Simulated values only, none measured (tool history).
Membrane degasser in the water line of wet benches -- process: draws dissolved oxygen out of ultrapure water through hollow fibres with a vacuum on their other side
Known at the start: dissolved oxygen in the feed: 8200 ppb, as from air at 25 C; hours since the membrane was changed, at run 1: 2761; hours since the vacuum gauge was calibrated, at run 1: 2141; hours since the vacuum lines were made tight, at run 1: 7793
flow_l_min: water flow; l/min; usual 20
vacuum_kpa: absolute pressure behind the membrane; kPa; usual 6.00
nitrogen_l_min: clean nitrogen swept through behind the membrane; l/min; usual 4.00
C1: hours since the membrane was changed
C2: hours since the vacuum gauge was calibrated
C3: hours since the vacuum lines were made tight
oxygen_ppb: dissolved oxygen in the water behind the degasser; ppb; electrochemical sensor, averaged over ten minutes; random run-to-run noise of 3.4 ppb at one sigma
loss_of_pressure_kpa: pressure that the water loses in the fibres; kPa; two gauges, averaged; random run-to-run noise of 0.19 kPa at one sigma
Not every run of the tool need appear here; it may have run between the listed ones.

Run 1, hour 0.0: usual settings; C1 2761; C2 2141; C3 7793. Result: oxygen_ppb 338.6 ppb, loss_of_pressure_kpa 37.56 kPa.
Run 2, hour 53.8: usual settings; C1 2815; C2 2195; C3 7847. Result: oxygen_ppb 339.1 ppb, loss_of_pressure_kpa 37.79 kPa.
Run 3, hour 122.2: usual settings; C1 2883; C2 2263; C3 7915. Result: oxygen_ppb 339.7 ppb, loss_of_pressure_kpa 37.69 kPa.
Run 4, hour 217.3: usual settings; C1 2978; C2 2358; C3 8010. Result: oxygen_ppb 334.7 ppb, loss_of_pressure_kpa 37.82 kPa.
Run 5, hour 317.3: usual settings; C1 3078; C2 2458; C3 8110. Result: oxygen_ppb 338.2 ppb, loss_of_pressure_kpa 37.91 kPa.
Run 6, hour 423.5: usual settings but flow_l_min 19 l/min; C1 3184; C2 2565; C3 8216. Result: oxygen_ppb 293.6 ppb, loss_of_pressure_kpa 36.06 kPa.
Run 7, hour 507.1: usual settings but flow_l_min 19 l/min; C1 3268; C2 2648; C3 8300. Result: oxygen_ppb 294.3 ppb, loss_of_pressure_kpa 36.09 kPa.
Run 8, hour 602.2: usual settings but flow_l_min 19 l/min; C1 3363; C2 2743; C3 8395. Result: oxygen_ppb 298.2 ppb, loss_of_pressure_kpa 36.11 kPa.
Run 9, hour 654.1: usual settings; C1 3415; C2 2795; C3 8447. Result: oxygen_ppb 339.7 ppb, loss_of_pressure_kpa 38.07 kPa.
Run 10, hour 762.8: usual settings; C1 3524; C2 2904; C3 8556. Result: oxygen_ppb 347.4 ppb, loss_of_pressure_kpa 38.34 kPa.
Run 11, hour 857.9: usual settings; C1 3619; C2 2999; C3 8651. Result: oxygen_ppb 338.2 ppb, loss_of_pressure_kpa 38.30 kPa.
Run 12, hour 965.8: usual settings; C1 3727; C2 3107; C3 8758. Result: oxygen_ppb 341.3 ppb, loss_of_pressure_kpa 38.36 kPa.
Run 13, hour 1078.2: usual settings but vacuum_kpa 6.50 kPa; C1 3839; C2 3219; C3 8871. Result: oxygen_ppb 343.0 ppb, loss_of_pressure_kpa 38.29 kPa.
Run 14, hour 1153.2: usual settings but vacuum_kpa 4.04 kPa; C1 3914; C2 3294; C3 8946. Result: oxygen_ppb 320.3 ppb, loss_of_pressure_kpa 38.61 kPa.
Run 15, hour 1239.0: usual settings but vacuum_kpa 4.32 kPa; C1 4000; C2 3380; C3 9032. Result: oxygen_ppb 323.6 ppb, loss_of_pressure_kpa 38.63 kPa.
At hour 1287.6: gauge calibrated.
Run 16, hour 1294.2: usual settings; C1 4055; C2 3435; C3 9087. Result: oxygen_ppb 341.4 ppb, loss_of_pressure_kpa 37.52 kPa.
Run 17, hour 1373.2: usual settings; C1 4134; C2 3514; C3 9166. Result: oxygen_ppb 338.3 ppb, loss_of_pressure_kpa 37.81 kPa.
Run 18, hour 1482.5: usual settings but nitrogen_l_min 5.36 l/min; C1 4243; C2 3624; C3 9275. Result: oxygen_ppb 333.7 ppb, loss_of_pressure_kpa 37.48 kPa.
Run 19, hour 1592.2: usual settings but flow_l_min 27 l/min, vacuum_kpa 14.15 kPa, nitrogen_l_min 5.36 l/min; C1 4353; C2 3733; C3 9385. Result: oxygen_ppb 771.8 ppb, loss_of_pressure_kpa 50.97 kPa.
Run 20, hour 1644.8: usual settings but flow_l_min 27 l/min, vacuum_kpa 14.15 kPa, nitrogen_l_min 5.36 l/min; C1 4406; C2 3786; C3 9438. Result: oxygen_ppb 771.8 ppb, loss_of_pressure_kpa 51.08 kPa.
Run 21, hour 1730.9: usual settings but flow_l_min 22 l/min, vacuum_kpa 12.58 kPa, nitrogen_l_min 3.80 l/min; C1 4492; C2 3872; C3 9524. Result: oxygen_ppb 522.1 ppb, loss_of_pressure_kpa 41.58 kPa.
Run 22, hour 1820.1: usual settings but vacuum_kpa 6.88 kPa, nitrogen_l_min 3.46 l/min; C1 4581; C2 3961; C3 9613. Result: oxygen_ppb 349.2 ppb, loss_of_pressure_kpa 37.92 kPa.
Run 23, hour 1932.6: usual settings but vacuum_kpa 6.88 kPa, nitrogen_l_min 3.46 l/min; C1 4694; C2 4074; C3 9725. Result: oxygen_ppb 356.8 ppb, loss_of_pressure_kpa 37.69 kPa.
Run 24, hour 2010.3: usual settings but flow_l_min 32 l/min, vacuum_kpa 6.88 kPa, nitrogen_l_min 3.46 l/min; C1 4771; C2 4151; C3 9803. Result: oxygen_ppb 983.0 ppb, loss_of_pressure_kpa 61.16 kPa.
Run 25, hour 2115.9: usual settings but flow_l_min 23 l/min, vacuum_kpa 9.09 kPa; C1 4877; C2 4257; C3 9909. Result: oxygen_ppb 527.1 ppb, loss_of_pressure_kpa 43.82 kPa.
Run 26, hour 2215.0: usual settings but flow_l_min 18 l/min, vacuum_kpa 4.31 kPa, nitrogen_l_min 11.98 l/min; C1 4976; C2 4356; C3 10008. Result: oxygen_ppb 227.6 ppb, loss_of_pressure_kpa 34.26 kPa.
Run 27, hour 2307.0: usual settings but flow_l_min 18 l/min, vacuum_kpa 4.31 kPa, nitrogen_l_min 11.98 l/min; C1 5068; C2 4448; C3 10100. Result: oxygen_ppb 231.0 ppb, loss_of_pressure_kpa 34.60 kPa.
Run 28, hour 2394.6: usual settings but flow_l_min 14 l/min, nitrogen_l_min 1.70 l/min; C1 5155; C2 4536; C3 10187. Result: oxygen_ppb 149.1 ppb, loss_of_pressure_kpa 26.83 kPa.
Run 29, hour 2497.9: usual settings but flow_l_min 15 l/min, nitrogen_l_min 9.43 l/min; C1 5259; C2 4639; C3 10291. Result: oxygen_ppb 131.1 ppb, loss_of_pressure_kpa 29.26 kPa.
Run 30, hour 2584.7: usual settings but nitrogen_l_min 7.94 l/min; C1 5346; C2 4726; C3 10377. Result: oxygen_ppb 322.8 ppb, loss_of_pressure_kpa 38.78 kPa.
Run 31, hour 2690.9: usual settings but vacuum_kpa 5.50 kPa, nitrogen_l_min 7.94 l/min; C1 5452; C2 4832; C3 10484. Result: oxygen_ppb 319.9 ppb, loss_of_pressure_kpa 38.59 kPa.
Run 32, hour 2779.5: usual settings but vacuum_kpa 5.50 kPa, nitrogen_l_min 6.45 l/min; C1 5540; C2 4921; C3 10572. Result: oxygen_ppb 328.5 ppb, loss_of_pressure_kpa 38.95 kPa.
Run 33, hour 2856.4: usual settings but vacuum_kpa 5.50 kPa, nitrogen_l_min 6.45 l/min; C1 5617; C2 4998; C3 10649. Result: oxygen_ppb 324.7 ppb, loss_of_pressure_kpa 38.83 kPa.

What if the next run were any one of these 3? Each begins from the tool's condition after run 33:
Run A, hour 2968.3: usual settings but flow_l_min 15 l/min, vacuum_kpa 14.20 kPa, nitrogen_l_min 2.09 l/min; C1 5729; C2 5109; C3 10761. Result: oxygen_ppb ?, loss_of_pressure_kpa ?.
Run B, hour 2968.3: usual settings but vacuum_kpa 13.32 kPa, nitrogen_l_min 2.41 l/min; C1 5729; C2 5109; C3 10761. Result: oxygen_ppb ?, loss_of_pressure_kpa ?.
Run C, hour 2968.3: usual settings but flow_l_min 17 l/min, vacuum_kpa 5.58 kPa, nitrogen_l_min 8.21 l/min; C1 5729; C2 5109; C3 10761. Result: oxygen_ppb ?, loss_of_pressure_kpa ?.

run  oxygen_ppb  loss_of_pressure_kpa
  A       301.1                 29.41
  B       497.1                 38.93
  C       203.9                 32.94
Without the tool's unlogged condition, the same runs would have read:
run  oxygen_ppb  loss_of_pressure_kpa
  A       300.7                 28.39
  B       496.5                 37.57
  C       203.5                 31.79
